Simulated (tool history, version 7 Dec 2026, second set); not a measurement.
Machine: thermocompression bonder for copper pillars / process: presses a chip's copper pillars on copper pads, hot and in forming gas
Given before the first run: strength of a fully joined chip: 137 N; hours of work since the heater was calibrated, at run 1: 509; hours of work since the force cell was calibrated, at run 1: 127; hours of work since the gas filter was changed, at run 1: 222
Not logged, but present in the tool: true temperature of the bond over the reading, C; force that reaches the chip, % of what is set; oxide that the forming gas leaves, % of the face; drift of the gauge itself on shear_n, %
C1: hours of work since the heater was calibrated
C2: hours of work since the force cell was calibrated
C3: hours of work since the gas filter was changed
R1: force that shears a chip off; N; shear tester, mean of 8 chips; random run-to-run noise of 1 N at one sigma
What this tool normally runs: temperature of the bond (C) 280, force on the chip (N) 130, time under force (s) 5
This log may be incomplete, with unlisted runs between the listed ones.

Run 1, day 0.000: usual settings; C1 509; C2 127; C3 222. Result: R1 88.1 N.
Run 2, day 2.221: usual settings; C1 543; C2 160; C3 256. Result: R1 87.0 N.
Run 3, day 3.358: usual settings; C1 560; C2 177; C3 273. Result: R1 85.8 N.
Run 4, day 5.342: usual settings; C1 589; C2 206; C3 302. Result: R1 88.7 N.
Run 5, day 7.004: usual settings; C1 614; C2 231; C3 327. Result: R1 85.6 N.
Run 6, day 9.046: usual settings; C1 644; C2 262; C3 357. Result: R1 86.2 N.
Run 7, day 11.375: usual settings; C1 679; C2 296; C3 392. Result: R1 87.2 N.
At day 12.550: forming gas filter changed.
Run 8, day 13.067: usual settings; C1 704; C2 321; C3 8. Result: R1 87.7 N.
Run 9, day 14.438: usual settings; C1 724; C2 342; C3 28. Result: R1 87.4 N.
Run 10, day 15.667: usual settings; C1 743; C2 360; C3 46. Result: R1 88.2 N.
Run 11, day 16.729: usual settings; C1 758; C2 376; C3 62. Result: R1 88.0 N.
Run 12, day 18.762: usual settings; C1 789; C2 406; C3 93. Result: R1 87.8 N.
Run 13, day 21.096: usual settings; C1 823; C2 441; C3 127. Result: R1 85.5 N.
Run 14, day 22.354: usual settings but force on the chip (N) 98; C1 842; C2 460; C3 146. Result: R1 73.4 N.
Run 15, day 24.096: usual settings but force on the chip (N) 98; C1 868; C2 486; C3 172. Result: R1 73.5 N.
Run 16, day 25.758: usual settings but force on the chip (N) 98; C1 893; C2 510; C3 197. Result: R1 72.7 N.
Run 17, day 27.483: usual settings; C1 919; C2 536; C3 222. Result: R1 86.2 N.
Run 18, day 29.550: usual settings; C1 949; C2 567; C3 253. Result: R1 88.1 N.
Run 19, day 31.696: usual settings but force on the chip (N) 181; C1 981; C2 599; C3 285. Result: R1 102.1 N.
Run 20, day 32.712: usual settings; C1 997; C2 614; C3 300. Result: R1 87.8 N.
At day 33.212: heater calibrated with a thermocouple chip.
Run 21, day 33.908: usual settings but force on the chip (N) 189; C1 10; C2 630; C3 317. Result: R1 107.0 N.
Run 22, day 35.571: usual settings but temperature of the bond (C) 269, force on the chip (N) 164, time under force (s) 3; C1 35; C2 655; C3 342. Result: R1 76.8 N.
Run 23, day 37.521: usual settings but temperature of the bond (C) 269, force on the chip (N) 172, time under force (s) 6; C1 64; C2 684; C3 371. Result: R1 94.6 N.
Run 24, day 39.112: usual settings but temperature of the bond (C) 269, force on the chip (N) 172, time under force (s) 6; C1 88; C2 708; C3 395. Result: R1 96.8 N.
At day 40.250: forming gas filter changed.
Run 25, day 40.933: usual settings but temperature of the bond (C) 289, force on the chip (N) 117, time under force (s) 3; C1 115; C2 735; C3 10. Result: R1 75.9 N.
Run 26, day 41.896: usual settings but temperature of the bond (C) 271, force on the chip (N) 193, time under force (s) 11; C1 129; C2 749; C3 25. Result: R1 116.4 N.
Run 27, day 44.179: usual settings but force on the chip (N) 123; C1 163; C2 783; C3 59. Result: R1 84.9 N.
Run 28, day 46.408: usual settings but temperature of the bond (C) 271, force on the chip (N) 100, time under force (s) 6; C1 196; C2 816; C3 92. Result: R1 70.5 N.
Run 29, day 47.808: usual settings but temperature of the bond (C) 264, force on the chip (N) 100, time under force (s) 4; C1 217; C2 837; C3 113. Result: R1 57.1 N.
Run 30, day 49.358: usual settings but temperature of the bond (C) 291, force on the chip (N) 165, time under force (s) 6; C1 240; C2 860; C3 136. Result: R1 110.1 N.

Run 31 is up next; what results do you expect?
Run 31, day 50.875: usual settings but temperature of the bond (C) 291, force on the chip (N) 165, time under force (s) 6; C1 263; C2 883; C3 158. Result: R1 ?.

R1: 110.9 N
Minus the tool's unlogged condition, the same run would have read R1 111.4 N.

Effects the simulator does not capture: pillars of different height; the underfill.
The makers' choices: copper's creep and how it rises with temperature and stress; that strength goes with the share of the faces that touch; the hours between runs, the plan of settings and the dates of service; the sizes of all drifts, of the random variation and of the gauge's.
